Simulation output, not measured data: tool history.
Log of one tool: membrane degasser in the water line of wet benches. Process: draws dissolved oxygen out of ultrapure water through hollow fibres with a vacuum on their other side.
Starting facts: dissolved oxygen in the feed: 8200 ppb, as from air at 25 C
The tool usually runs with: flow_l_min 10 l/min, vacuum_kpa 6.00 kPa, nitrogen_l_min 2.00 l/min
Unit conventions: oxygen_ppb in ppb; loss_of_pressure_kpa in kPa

{"run": 1, "hour": 0.0, "flow_l_min": 10, "vacuum_kpa": 6.0, "nitrogen_l_min": 2.0, "oxygen_ppb": 45.4, "loss_of_pressure_kpa": 66.59}
{"run": 2, "hour": 263.8, "flow_l_min": 10, "vacuum_kpa": 6.0, "nitrogen_l_min": 2.0, "oxygen_ppb": 46.6, "loss_of_pressure_kpa": 66.39}
{"run": 3, "hour": 589.7, "flow_l_min": 10, "vacuum_kpa": 6.0, "nitrogen_l_min": 2.0, "oxygen_ppb": 46.8, "loss_of_pressure_kpa": 66.88}
{"run": 4, "hour": 755.8, "flow_l_min": 10, "vacuum_kpa": 6.0, "nitrogen_l_min": 2.0, "oxygen_ppb": 47.3, "loss_of_pressure_kpa": 66.89}
{"run": 5, "hour": 1077.2, "flow_l_min": 12, "vacuum_kpa": 6.0, "nitrogen_l_min": 2.0, "oxygen_ppb": 63.7, "loss_of_pressure_kpa": 80.45}
{"run": 6, "hour": 1359.7, "flow_l_min": 12, "vacuum_kpa": 6.0, "nitrogen_l_min": 2.0, "oxygen_ppb": 63.6, "loss_of_pressure_kpa": 80.6}
{"run": 7, "hour": 1620.5, "flow_l_min": 12, "vacuum_kpa": 6.0, "nitrogen_l_min": 2.0, "oxygen_ppb": 65.1, "loss_of_pressure_kpa": 81.17}
{"run": 8, "hour": 1851.8, "flow_l_min": 10, "vacuum_kpa": 13.37, "nitrogen_l_min": 2.0, "oxygen_ppb": 142.5, "loss_of_pressure_kpa": 67.54}
{"hour": 1961.9, "done": "seals of the vacuum lines changed"}
{"run": 9, "hour": 2007.5, "flow_l_min": 10, "vacuum_kpa": 13.37, "nitrogen_l_min": 2.0, "oxygen_ppb": 136.7, "loss_of_pressure_kpa": 67.76}
{"run": 10, "hour": 2160.6, "flow_l_min": 15, "vacuum_kpa": 6.0, "nitrogen_l_min": 2.0, "oxygen_ppb": 96.6, "loss_of_pressure_kpa": 101.75}
{"hour": 2393.1, "done": "vacuum gauge calibrated"}
{"run": 11, "hour": 2393.1, "flow_l_min": 10, "vacuum_kpa": 6.0, "nitrogen_l_min": 2.0, "oxygen_ppb": 39.9, "loss_of_pressure_kpa": 67.81}
{"run": 12, "hour": 2596.0, "flow_l_min": 10, "vacuum_kpa": 6.0, "nitrogen_l_min": 2.0, "oxygen_ppb": 41.3, "loss_of_pressure_kpa": 67.85}
{"run": 13, "hour": 2920.5, "flow_l_min": 10, "vacuum_kpa": 6.0, "nitrogen_l_min": 2.0, "oxygen_ppb": 41.2, "loss_of_pressure_kpa": 68.3}
{"run": 14, "hour": 3093.3, "flow_l_min": 10, "vacuum_kpa": 6.0, "nitrogen_l_min": 2.0, "oxygen_ppb": 41.2, "loss_of_pressure_kpa": 67.88}
{"run": 15, "hour": 3295.7, "flow_l_min": 10, "vacuum_kpa": 6.0, "nitrogen_l_min": 2.11, "oxygen_ppb": 39.5, "loss_of_pressure_kpa": 68.0}
{"run": 16, "hour": 3437.1, "flow_l_min": 10, "vacuum_kpa": 6.0, "nitrogen_l_min": 2.11, "oxygen_ppb": 40.3, "loss_of_pressure_kpa": 68.46}
{"run": 17, "hour": 3708.2, "flow_l_min": 11, "vacuum_kpa": 6.0, "nitrogen_l_min": 2.0, "oxygen_ppb": 50.0, "loss_of_pressure_kpa": 75.78}
{"run": 18, "hour": 3962.1, "flow_l_min": 12, "vacuum_kpa": 6.0, "nitrogen_l_min": 4.53, "oxygen_ppb": 36.0, "loss_of_pressure_kpa": 82.46}
{"run": 19, "hour": 4156.5, "flow_l_min": 12, "vacuum_kpa": 6.0, "nitrogen_l_min": 4.53, "oxygen_ppb": 36.2, "loss_of_pressure_kpa": 82.97}
{"run": 20, "hour": 4424.4, "flow_l_min": 12, "vacuum_kpa": 6.0, "nitrogen_l_min": 4.53, "oxygen_ppb": 36.2, "loss_of_pressure_kpa": 83.75}
{"run": 21, "hour": 4658.8, "flow_l_min": 6, "vacuum_kpa": 10.74, "nitrogen_l_min": 2.0, "oxygen_ppb": 59.4, "loss_of_pressure_kpa": 41.58}
{"run": 22, "hour": 4850.2, "flow_l_min": 14, "vacuum_kpa": 7.11, "nitrogen_l_min": 3.27, "oxygen_ppb": 75.3, "loss_of_pressure_kpa": 97.28}
{"run": 23, "hour": 5035.0, "flow_l_min": 14, "vacuum_kpa": 10.5, "nitrogen_l_min": 0.8, "oxygen_ppb": 320.7, "loss_of_pressure_kpa": 96.84}
{"run": 24, "hour": 5268.9, "flow_l_min": 14, "vacuum_kpa": 10.5, "nitrogen_l_min": 0.8, "oxygen_ppb": 321.0, "loss_of_pressure_kpa": 97.71}
{"run": 25, "hour": 5542.4, "flow_l_min": 14, "vacuum_kpa": 10.5, "nitrogen_l_min": 0.8, "oxygen_ppb": 327.0, "loss_of_pressure_kpa": 97.79}
{"run": 26, "hour": 5833.7, "flow_l_min": 10, "vacuum_kpa": 11.02, "nitrogen_l_min": 2.0, "oxygen_ppb": 107.8, "loss_of_pressure_kpa": 69.63}
{"run": 27, "hour": 6093.9, "flow_l_min": 10, "vacuum_kpa": 11.02, "nitrogen_l_min": 2.0, "oxygen_ppb": 109.7, "loss_of_pressure_kpa": 70.0}
{"run": 28, "hour": 6260.5, "flow_l_min": 13, "vacuum_kpa": 7.82, "nitrogen_l_min": 1.76, "oxygen_ppb": 116.7, "loss_of_pressure_kpa": 91.62}
{"run": 29, "hour": 6589.1, "flow_l_min": 10, "vacuum_kpa": 14.05, "nitrogen_l_min": 1.2, "oxygen_ppb": 233.8, "loss_of_pressure_kpa": 71.03}
{"run": 30, "hour": 6893.5, "flow_l_min": 10, "vacuum_kpa": 6.0, "nitrogen_l_min": 3.7, "oxygen_ppb": 29.3, "loss_of_pressure_kpa": 70.87}
{"run": 31, "hour": 7079.3, "flow_l_min": 16, "vacuum_kpa": 8.45, "nitrogen_l_min": 0.83, "oxygen_ppb": 299.0, "loss_of_pressure_kpa": 113.32}

Below are 3 alternative next runs, each starting from the tool's condition after run 31. Predict each:
{"run": "A", "hour": 7370.0, "flow_l_min": 15, "vacuum_kpa": 5.08, "nitrogen_l_min": 2.0, "oxygen_ppb": "?", "loss_of_pressure_kpa": "?"}
{"run": "B", "hour": 7370.0, "flow_l_min": 10, "vacuum_kpa": 6.0, "nitrogen_l_min": 2.79, "oxygen_ppb": "?", "loss_of_pressure_kpa": "?"}
{"run": "C", "hour": 7370.0, "flow_l_min": 10, "vacuum_kpa": 9.34, "nitrogen_l_min": 1.02, "oxygen_ppb": "?", "loss_of_pressure_kpa": "?"}

run=A oxygen_ppb=90.3 loss_of_pressure_kpa=106.73
run=B oxygen_ppb=36.4 loss_of_pressure_kpa=70.72
run=C oxygen_ppb=161.3 loss_of_pressure_kpa=70.98
With the hidden condition removed and each run's random variation left untouched, the same runs would have given:
run=A oxygen_ppb=68.1 loss_of_pressure_kpa=99.32
run=B oxygen_ppb=29.0 loss_of_pressure_kpa=65.80
run=C oxygen_ppb=145.7 loss_of_pressure_kpa=66.04

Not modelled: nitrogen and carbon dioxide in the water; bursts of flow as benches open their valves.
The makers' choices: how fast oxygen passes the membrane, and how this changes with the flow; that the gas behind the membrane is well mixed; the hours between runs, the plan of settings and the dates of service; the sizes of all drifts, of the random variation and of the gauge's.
